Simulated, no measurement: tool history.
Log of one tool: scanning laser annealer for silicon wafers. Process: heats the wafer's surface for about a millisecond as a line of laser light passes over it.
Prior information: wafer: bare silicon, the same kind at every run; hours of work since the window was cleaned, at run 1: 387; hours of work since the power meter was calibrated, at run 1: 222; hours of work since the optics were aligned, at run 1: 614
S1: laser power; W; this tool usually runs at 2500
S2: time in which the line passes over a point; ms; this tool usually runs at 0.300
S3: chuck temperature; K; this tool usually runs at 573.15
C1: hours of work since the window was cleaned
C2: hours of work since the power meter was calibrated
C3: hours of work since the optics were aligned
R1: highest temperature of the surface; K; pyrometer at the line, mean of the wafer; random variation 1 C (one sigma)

Run 1, hour 0.0: usual settings; C1 387; C2 222; C3 614. Result: R1 1349.15 K.
Run 2, hour 15.5: usual settings; C1 396; C2 232; C3 624. Result: R1 1347.15 K.
Run 3, hour 30.5: usual settings but S2 0.285 ms; C1 406; C2 241; C3 633. Result: R1 1328.15 K.
Run 4, hour 48.0: usual settings but S2 0.285 ms; C1 416; C2 252; C3 644. Result: R1 1327.15 K.
Run 5, hour 63.0: usual settings but S2 0.285 ms; C1 426; C2 261; C3 653. Result: R1 1327.15 K.
Run 6, hour 76.1: usual settings but S2 0.285 ms; C1 434; C2 269; C3 662. Result: R1 1326.15 K.
Run 7, hour 92.0: usual settings but S1 2214 W; C1 444; C2 279; C3 672. Result: R1 1260.15 K.
Run 8, hour 106.1: usual settings but S1 2214 W; C1 453; C2 288; C3 680. Result: R1 1259.15 K.
Run 9, hour 113.3: usual settings but S1 2214 W; C1 457; C2 292; C3 685. Result: R1 1257.15 K.
Run 10, hour 128.4: usual settings; C1 467; C2 302; C3 694. Result: R1 1347.15 K.
Run 11, hour 144.7: usual settings but S1 2521 W, S2 0.326 ms, S3 544.15 K; C1 477; C2 312; C3 704. Result: R1 1356.15 K.
Run 12, hour 153.8: usual settings but S1 2390 W; C1 482; C2 318; C3 710. Result: R1 1313.15 K.
Run 13, hour 162.9: usual settings but S1 2390 W; C1 488; C2 323; C3 716. Result: R1 1312.15 K.
At hour 166.7: laser's power meter calibrated.
Run 14, hour 179.0: usual settings but S1 2390 W; C1 496; C2 8; C3 724. Result: R1 1312.15 K.
Run 15, hour 187.5: usual settings but S1 2390 W; C1 502; C2 13; C3 729. Result: R1 1311.15 K.
Run 16, hour 204.8: usual settings but S1 2599 W; C1 512; C2 24; C3 740. Result: R1 1373.15 K.
Run 17, hour 216.2: usual settings but S1 2560 W; C1 519; C2 31; C3 747. Result: R1 1362.15 K.
Run 18, hour 225.6: usual settings but S1 2560 W, S2 0.290 ms, S3 556.15 K; C1 525; C2 37; C3 753. Result: R1 1330.15 K.
Run 19, hour 238.9: usual settings but S1 2560 W, S2 0.290 ms, S3 556.15 K; C1 534; C2 45; C3 761. Result: R1 1330.15 K.
At hour 247.3: laser's power meter calibrated, once more.
Run 20, hour 251.2: usual settings but S1 2180 W, S2 0.211 ms, S3 571.15 K; C1 539; C2 2; C3 767. Result: R1 1129.15 K.

Hidden state at the last listed run before each entry between runs and at the first one after, where it differs:
From run 13 to run 14: laser's power meter calibrated (hour 166.7)
  light that passes the window, % of a clean one's: 98.16 -> 98.14; laser's true power over the reading, %: 0.22 -> 0.33; width of the line over the set one, %: 1.55 -> 1.56
  what was measured, less what the result would be without the hidden state, R1: -18.00 -> -17.00 K
From run 19 to run 20: laser's power meter calibrated, once more (hour 247.3)
  light that passes the window, % of a clean one's: 98.02 -> 98.01; laser's true power over the reading, %: 0.34 -> -0.18; width of the line over the set one, %: 1.64 -> 1.65
  what was measured, less what the result would be without the hidden state, R1: -19.00 -> -16.00 K
